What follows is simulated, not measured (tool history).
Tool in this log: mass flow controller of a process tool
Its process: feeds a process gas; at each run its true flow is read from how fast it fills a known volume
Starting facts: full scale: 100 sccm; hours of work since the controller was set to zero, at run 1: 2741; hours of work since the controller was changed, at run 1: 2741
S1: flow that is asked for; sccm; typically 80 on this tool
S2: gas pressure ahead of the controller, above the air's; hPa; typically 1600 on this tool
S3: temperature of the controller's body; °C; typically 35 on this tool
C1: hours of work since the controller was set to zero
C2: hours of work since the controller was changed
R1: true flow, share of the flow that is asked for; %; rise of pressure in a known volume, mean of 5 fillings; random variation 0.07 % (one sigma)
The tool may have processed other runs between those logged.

run 1 hour=0.0 | S1=80 S2=1600 S3=35 | C1=2741 C2=2741 | R1=98.73
run 2 hour=206.5 | S1=48 S2=1600 S3=35 | C1=2844 C2=2844 | R1=98.53
run 3 hour=318.0 | S1=48 S2=1600 S3=35 | C1=2901 C2=2901 | R1=98.41
run 4 hour=433.2 | S1=48 S2=1600 S3=35 | C1=2959 C2=2959 | R1=98.43
run 5 hour=525.1 | S1=48 S2=1600 S3=35 | C1=3005 C2=3005 | R1=98.48
run 6 hour=682.0 | S1=48 S2=1600 S3=35 | C1=3084 C2=3084 | R1=98.49
run 7 hour=799.1 | S1=22 S2=1600 S3=35 | C1=3143 C2=3143 | R1=98.22
run 8 hour=891.7 | S1=80 S2=1600 S3=35 | C1=3189 C2=3189 | R1=98.85
run 9 hour=1102.7 | S1=75 S2=1600 S3=35 | C1=3295 C2=3295 | R1=98.77
run 10 hour=1272.4 | S1=31 S2=1600 S3=32 | C1=3381 C2=3381 | R1=98.66
run 11 hour=1465.0 | S1=11 S2=1530 S3=23 | C1=3478 C2=3478 | R1=99.36
run 12 hour=1649.9 | S1=61 S2=2200 S3=27 | C1=3571 C2=3571 | R1=99.87
run 13 hour=1870.9 | S1=35 S2=2200 S3=31 | C1=3682 C2=3682 | R1=99.10
run 14 hour=2064.5 | S1=23 S2=2180 S3=35 | C1=3779 C2=3779 | R1=98.57
run 15 hour=2254.6 | S1=23 S2=2180 S3=35 | C1=3875 C2=3875 | R1=98.67
run 16 hour=2437.8 | S1=23 S2=2180 S3=35 | C1=3967 C2=3967 | R1=98.67

Forecast each of these 3 alternatives for the next run:
run A hour=2550.2 | S1=86 S2=2310 S3=37 | C1=4024 C2=4024 | R1=?
run B hour=2550.2 | S1=94 S2=2410 S3=21 | C1=4024 C2=4024 | R1=?
run C hour=2550.2 | S1=23 S2=2300 S3=26 | C1=4024 C2=4024 | R1=?

run=A R1=99.12
run=B R1=100.71
run=C R1=99.63
Take away the tool's hidden state, keep each run's random variation, and the runs would have read:
run=A R1=98.80
run=B R1=100.39
run=C R1=99.32
